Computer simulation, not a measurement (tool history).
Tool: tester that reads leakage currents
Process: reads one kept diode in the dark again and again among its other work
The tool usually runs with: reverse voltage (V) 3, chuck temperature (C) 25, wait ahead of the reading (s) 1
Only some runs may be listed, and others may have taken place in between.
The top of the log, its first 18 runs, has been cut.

run      day  reverse voltage (V)  chuck temperature (C)  wait ahead of the reading (s)  hours of work since the probe card was cleaned  hours of work since the tester was calibrated  hours of work since the chuck was calibrated  current that the tester gives (pA)
 19  111.896                 1.41                     24                           8.32                                             838                                           4006                                          1158                               68.49
 20  118.417                 6.69                     58                           0.97                                             905                                           4074                                          1225                             1154.69
 21  125.738                 8.11                     25                              1                                             981                                           4150                                          1301                              146.01
 22  134.154                 3.43                     34                              1                                            1068                                           4237                                          1388                              196.09
 23  139.079                 3.43                     32                           0.44                                            1119                                           4288                                          1439                              172.13
 24  146.875                    3                     25                           3.61                                            1200                                           4368                                          1520                                98.4
     147.912  -- tester calibrated
 25  155.246                    3                     26                           4.73                                            1286                                             76                                          1606                              106.33
 26  161.192                    3                     25                            5.2                                            1347                                            138                                          1668                               98.74
 27  165.175                16.91                     38                            5.2                                            1389                                            179                                          1709                              470.99
 28  172.667                 2.35                     25                            0.4                                            1466                                            256                                          1786                               91.48
 29  177.133                    3                     48                              1                                            1513                                            303                                          1833                              464.84
 30  183.117                    3                     35                           0.67                                            1575                                            365                                          1895                              201.06
 31  190.967                14.54                     53                              1                                            1656                                            446                                          1976                             1151.13
 32  196.267                14.54                     53                              1                                            1711                                            501                                          2031                             1153.74
 33  204.004                 1.64                     24                            6.7                                            1791                                            581                                          2111                               72.77
 34  210.367                 1.64                     24                            6.7                                            1857                                            647                                          2177                               73.22

Below are 3 alternative next runs, each starting from the tool's condition after run 34. Predict each:
  A  217.7                 1.64                     42                           3.93                                            1933                                            723                                          2253                                   ?
  B  217.7                 1.64                     24                           2.51                                            1933                                            723                                          2253                                   ?
  C  217.7                 2.42                     25                            0.6                                            1933                                            723                                          2253                                   ?

run  current that the tester gives (pA)
  A                              250.72
  B                               72.92
  C                               92.02
Had the tool no hidden state, the same runs would have come out as:
run  current that the tester gives (pA)
  A                              250.93
  B                               72.96
  C                               92.08
